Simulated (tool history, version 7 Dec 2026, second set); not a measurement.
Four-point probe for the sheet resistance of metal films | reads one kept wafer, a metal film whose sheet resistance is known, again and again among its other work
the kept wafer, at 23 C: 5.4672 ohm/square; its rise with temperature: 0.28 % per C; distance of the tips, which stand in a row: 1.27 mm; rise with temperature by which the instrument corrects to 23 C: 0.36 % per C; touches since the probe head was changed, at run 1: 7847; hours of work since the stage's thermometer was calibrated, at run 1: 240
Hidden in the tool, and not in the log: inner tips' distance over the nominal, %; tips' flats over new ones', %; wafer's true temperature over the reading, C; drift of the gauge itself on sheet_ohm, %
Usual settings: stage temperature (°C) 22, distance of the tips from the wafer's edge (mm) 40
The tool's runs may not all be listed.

run,hour,stage temperature (°C),distance of the tips from the wafer's edge (mm),touches since the probe head was changed,hours of work since the stage's thermometer was calibrated,sheet resistance as the instrument gives it (ohm/square)
1,0.0,22,40,7847,240,5.464064
2,21.4,22,40,8238,254,5.464669
3,49.3,34,40,8749,273,5.415900
4,69.0,34,40,9109,286,5.416844
5,86.3,34,40,9425,297,5.414223
6,99.7,22,40,9669,306,5.463820
7,119.6,22,40,10032,319,5.464547
8,141.2,22,40,10428,333,5.461636
9,158.5,22,40,10743,345,5.464379
10,185.5,22,40,11235,362,5.462405
11,213.2,22,40,11742,381,5.463442
12,233.7,22,40,12117,394,5.462118
13,247.9,22,40,12377,404,5.462190
14,267.0,22,40,12726,416,5.461785
15,282.0,22,40,13000,426,5.461317
16,302.5,27,30,13374,440,5.443261
17,321.0,25,11,13712,452,5.485079
18,336.2,23,55,13989,462,5.456967
19,349.1,30,40,14224,471,5.428443
20,367.2,22,6,14555,482,5.588120
21,380.6,22,40,14801,491,5.462624
22,405.9,22,40,15263,508,5.461310
23,426.8,24,4,15644,522,5.729171
24,441.9,24,4,15919,532,5.728936
25,456.0,26,40,16178,541,5.444501
26,474.5,26,40,16515,553,5.443043
27,493.7,29,21,16866,566,5.438775
28,508.5,25,31,17136,576,5.449320
29,533.9,34,14,17601,593,5.431401

Measured less the same run without the tool's hidden state. The same run-to-run variation is in both; the gauge's scatter may not be:
run,sheet resistance as the instrument gives it (ohm/square)
1,-0.009641
2,-0.009847
3,-0.009913
4,-0.010087
5,-0.010236
6,-0.010559
7,-0.010742
8,-0.010930
9,-0.011104
10,-0.011349
11,-0.011597
12,-0.011784
13,-0.011909
14,-0.012082
15,-0.012217
16,-0.012326
17,-0.012601
18,-0.012704
19,-0.012674
20,-0.013290
21,-0.013122
22,-0.013354
23,-0.014140
24,-0.014270
25,-0.013714
26,-0.013880
27,-0.013998
28,-0.014211
29,-0.014297

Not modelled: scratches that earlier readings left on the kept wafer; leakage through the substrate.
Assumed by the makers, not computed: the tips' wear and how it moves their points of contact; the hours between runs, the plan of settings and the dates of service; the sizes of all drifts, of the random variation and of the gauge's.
